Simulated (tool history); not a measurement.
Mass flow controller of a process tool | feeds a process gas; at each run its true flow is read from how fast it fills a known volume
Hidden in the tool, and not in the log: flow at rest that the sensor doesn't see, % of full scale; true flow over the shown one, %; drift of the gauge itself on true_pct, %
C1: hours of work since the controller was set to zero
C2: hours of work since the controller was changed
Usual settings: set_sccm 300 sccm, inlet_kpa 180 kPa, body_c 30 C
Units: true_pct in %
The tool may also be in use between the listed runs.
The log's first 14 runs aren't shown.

{"run": 15, "day": 68.158, "set_sccm": 334, "inlet_kpa": 180, "body_c": 30, "C1": 2455, "C2": 2455, "true_pct": 97.3}
{"run": 16, "day": 71.958, "set_sccm": 300, "inlet_kpa": 147, "body_c": 30, "C1": 2499, "C2": 2499, "true_pct": 97.2}
{"run": 17, "day": 77.742, "set_sccm": 300, "inlet_kpa": 147, "body_c": 30, "C1": 2566, "C2": 2566, "true_pct": 97.19}
{"run": 18, "day": 81.588, "set_sccm": 300, "inlet_kpa": 147, "body_c": 30, "C1": 2611, "C2": 2611, "true_pct": 96.97}
{"run": 19, "day": 86.325, "set_sccm": 300, "inlet_kpa": 147, "body_c": 30, "C1": 2666, "C2": 2666, "true_pct": 96.99}
{"run": 20, "day": 89.858, "set_sccm": 138, "inlet_kpa": 190, "body_c": 27, "C1": 2707, "C2": 2707, "true_pct": 94.12}
{"run": 21, "day": 95.088, "set_sccm": 138, "inlet_kpa": 190, "body_c": 27, "C1": 2767, "C2": 2767, "true_pct": 93.99}
{"run": 22, "day": 98.717, "set_sccm": 138, "inlet_kpa": 182, "body_c": 24, "C1": 2810, "C2": 2810, "true_pct": 93.8}
{"run": 23, "day": 103.183, "set_sccm": 300, "inlet_kpa": 190, "body_c": 30, "C1": 2861, "C2": 2861, "true_pct": 96.66}
{"run": 24, "day": 110.479, "set_sccm": 970, "inlet_kpa": 190, "body_c": 30, "C1": 2946, "C2": 2946, "true_pct": 98.26}
{"run": 25, "day": 117.333, "set_sccm": 970, "inlet_kpa": 256, "body_c": 36, "C1": 3026, "C2": 3026, "true_pct": 98.3}
{"run": 26, "day": 122.658, "set_sccm": 205, "inlet_kpa": 207, "body_c": 26, "C1": 3087, "C2": 3087, "true_pct": 94.94}

Run 27 comes next. What will it give?
{"run": 27, "day": 126.958, "set_sccm": 205, "inlet_kpa": 207, "body_c": 26, "C1": 3137, "C2": 3137, "true_pct": "?"}

Run 27 gave true_pct 94.93 %.
Without the tool's hidden state the same run would have given true_pct 99.70 %.

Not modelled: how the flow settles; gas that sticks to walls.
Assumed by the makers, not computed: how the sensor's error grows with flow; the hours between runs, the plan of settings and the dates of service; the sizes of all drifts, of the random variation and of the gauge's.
